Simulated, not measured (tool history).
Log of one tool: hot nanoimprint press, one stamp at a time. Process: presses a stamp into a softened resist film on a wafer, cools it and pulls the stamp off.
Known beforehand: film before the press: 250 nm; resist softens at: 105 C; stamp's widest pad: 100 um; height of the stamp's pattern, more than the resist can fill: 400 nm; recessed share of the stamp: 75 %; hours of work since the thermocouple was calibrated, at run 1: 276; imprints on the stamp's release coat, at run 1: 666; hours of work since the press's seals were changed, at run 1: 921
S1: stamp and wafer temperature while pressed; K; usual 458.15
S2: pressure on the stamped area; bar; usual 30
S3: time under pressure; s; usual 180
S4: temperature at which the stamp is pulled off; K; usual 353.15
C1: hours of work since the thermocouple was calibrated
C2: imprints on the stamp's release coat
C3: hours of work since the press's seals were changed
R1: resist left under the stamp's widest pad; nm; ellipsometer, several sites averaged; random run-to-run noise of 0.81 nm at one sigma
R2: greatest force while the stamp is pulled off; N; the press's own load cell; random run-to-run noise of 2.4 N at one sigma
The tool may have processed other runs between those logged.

run    hour      S1    S2   S3      S4   C1   C2   C3     R1   R2
  1       0  458.15    30  180  353.15  276  666  921  112.1  126
       37.1  -- press's hydraulic seals changed and the load cell set to zero
       50.8  -- stamp cleaned and given a new release coat
       63.9  -- plate thermocouple calibrated
  2    74.3  458.15    30  180  341.15    6   52   17  104.4  121
  3   116.8  458.15    30  180  341.15   33  161   43    105  125
  4   172.2  458.15    30  180  341.15   67  303   78  107.8  128
  5   235.5  458.15    30  180  341.15  106  464  117  107.9  136
  6   277.9  458.15    30  180  353.15  132  573  143  106.9  117
  7   309.8  458.15    30  180  353.15  151  654  162  108.7  131
      359.5  -- stamp cleaned and given a new release coat
  8   360.7  458.15    30  180  353.15  179    3  190  109.5  117
  9   425.3  458.15    30  180  353.15  219  169  230  110.3  112
 10   456.1  458.15    30  180  353.15  238  247  249  110.8  117
 11     516  458.15    30  180  353.15  274  401  285  110.6  118
      566.7  -- plate thermocouple calibrated
 12   570.6  458.15    30  180  353.15    2  532  317  107.7  123
 13   607.6  458.15    30  180  353.15   25  627  340    108  125
 14     655  458.15    30  180  353.15   54  748  369  108.7  130
      669.7  -- stamp cleaned and given a new release coat
 15     713  458.15    30  180  353.15   86  110  401  109.4  113
 16   776.5  458.15    30  180  353.15  125  273  440  111.2  113
 17   831.6  458.15    30  180  353.15  159  414  474  110.2  125
 18   892.3  458.15    30  349  353.15  197  569  511   85.2  125
 19   937.6  449.15    30  191  353.15  225  685  539  150.8  129
      971.7  -- stamp cleaned and given a new release coat
 20    1000  449.15    30  191  353.15  259   72  574  151.5  117
 21    1045  449.15    30  191  354.15  287  187  602  154.2  115
     1075.7  -- plate thermocouple calibrated
 22  1091.1  447.15    30  179  354.15    9  297  628  162.8  116
 23    1143  458.15    30  180  353.15   41  430  660  109.6  118
 24  1190.2  453.15    30  127  355.15   70  551  689  145.8  118
 25    1240  454.15    30  146  353.15  101  678  720  138.8  127
     1277.8  -- stamp cleaned and given a new release coat
 26  1280.1  460.15  30.5  162  358.15  122    5  741  105.8  106
 27  1323.3  456.15  30.5  128  358.15  149  116  767  133.3  109
 28  1373.4  465.15  20.2  180  352.15  179  244  798  104.2  115
 29  1421.6  461.15  39.8  291  347.15  209  367  828   72.4  124

Each row is a separate what-if for the run after 29, all from the same tool condition, not one after another. Results?
  A  1457.8  461.15  39.8  100  347.15  231  460  850   ?   ?
  B  1457.8  469.15  37.7  180  361.15  231  460  850   ?   ?
  C  1457.8  455.15  39.8  291  361.15  231  460  850   ?   ?

run    R1   R2
  A   111  126
  B  68.5  113
  C  93.7  116
Stripped of hidden state, with their random variation kept, the same runs would have yielded:
run     R1   R2
  A  103.6  114
  B   63.8  103
  C   86.9  105
